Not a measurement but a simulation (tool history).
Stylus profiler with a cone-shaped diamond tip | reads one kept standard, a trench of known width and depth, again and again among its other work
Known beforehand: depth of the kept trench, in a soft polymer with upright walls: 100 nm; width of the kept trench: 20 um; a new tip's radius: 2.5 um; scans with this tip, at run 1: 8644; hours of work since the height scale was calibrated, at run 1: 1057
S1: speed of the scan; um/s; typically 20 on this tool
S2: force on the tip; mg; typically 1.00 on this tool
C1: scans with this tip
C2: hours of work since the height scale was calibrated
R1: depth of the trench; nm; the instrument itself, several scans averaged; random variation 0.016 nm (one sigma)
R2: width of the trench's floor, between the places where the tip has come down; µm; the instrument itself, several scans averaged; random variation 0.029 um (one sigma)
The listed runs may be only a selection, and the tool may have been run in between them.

run,hour,S1,S2,C1,C2,R1,R2
1,0.0,20,1.00,8644,1057,101.06,18.34
2,77.1,20,1.00,8909,1090,101.06,18.34
3,206.5,20,1.00,9352,1144,101.09,18.38
4,332.1,20,1.00,9782,1196,101.06,18.29
5,444.9,20,0.57,10168,1244,100.78,18.27
6,532.0,20,0.36,10467,1280,100.65,18.25
7,651.8,20,1.00,10877,1330,101.08,18.33
8,757.5,6,1.00,11240,1375,101.09,18.39
9,829.6,6,1.00,11486,1405,101.09,18.40
10,896.4,6,1.00,11715,1433,101.11,18.39
11,981.1,20,0.54,12006,1468,100.80,18.26
12,1071.4,20,0.54,12315,1506,100.80,18.28
13,1179.1,20,1.00,12684,1551,101.12,18.32
# hour 1198.7: height scale calibrated on a step standard
14,1286.6,20,1.00,13051,37,101.20,18.28
15,1352.8,20,1.00,13278,65,101.18,18.32
# hour 1446.3: height scale calibrated on a step standard, once more
16,1458.7,20,1.00,13639,5,100.90,18.26
17,1566.9,20,0.68,14009,51,100.71,18.25
18,1692.8,20,0.68,14441,103,100.72,18.25
19,1772.1,20,1.00,14713,137,100.95,18.23
20,1856.0,20,1.00,15000,172,100.93,18.27
21,1988.2,20,2.16,15453,227,101.54,18.28
22,2084.9,20,0.37,15784,268,100.50,18.18
23,2202.5,20,1.00,16187,317,100.95,18.21
24,2323.9,8,1.00,16603,368,100.95,18.35
25,2449.7,8,1.00,17034,420,100.95,18.30
26,2539.8,5,2.91,17343,458,101.92,18.39
27,2674.9,5,2.91,17806,515,101.94,18.33
28,2809.5,9,1.08,18267,571,101.01,18.32
29,2868.2,15,1.07,18468,596,101.03,18.28
30,2928.9,54,0.52,18676,621,100.67,17.88
31,3023.3,20,1.39,18999,661,101.21,18.25
32,3086.6,30,1.11,19216,687,101.05,18.21
33,3160.4,30,1.11,19469,718,101.08,18.17
34,3230.7,31,1.11,19710,748,101.04,18.14
35,3309.0,31,1.11,19978,781,101.09,18.16
36,3423.2,70,0.46,20369,828,100.65,17.70
37,3513.3,5,2.47,20678,866,101.79,18.31
38,3601.6,18,1.28,20980,903,101.21,18.22
39,3684.7,23,1.34,21265,938,101.24,18.18
40,3821.8,31,0.57,21735,995,100.76,18.10
41,3962.2,31,0.57,22216,1054,100.74,18.09
42,4057.5,11,0.57,22543,1094,100.76,18.21
43,4149.8,20,0.63,22859,1133,100.82,18.17
44,4237.3,20,0.63,23159,1170,100.82,18.14
45,4348.3,23,0.83,23539,1216,100.95,18.17
46,4427.8,6,0.83,23811,1249,100.95,18.21

4 ways to go on from here, each from the tool as it stands after run 46. What would each give?
A,4542.3,75,0.83,24204,1297,?,?
B,4542.3,6,2.48,24204,1297,?,?
C,4542.3,17,2.33,24204,1297,?,?
D,4542.3,25,1.74,24204,1297,?,?

run,R1,R2
A,100.97,17.73
B,101.85,18.27
C,101.79,18.17
D,101.50,18.19
Without the tool's unlogged condition, the same runs would have read:
run,R1,R2
A,100.81,18.05
B,101.69,18.58
C,101.63,18.48
D,101.34,18.50
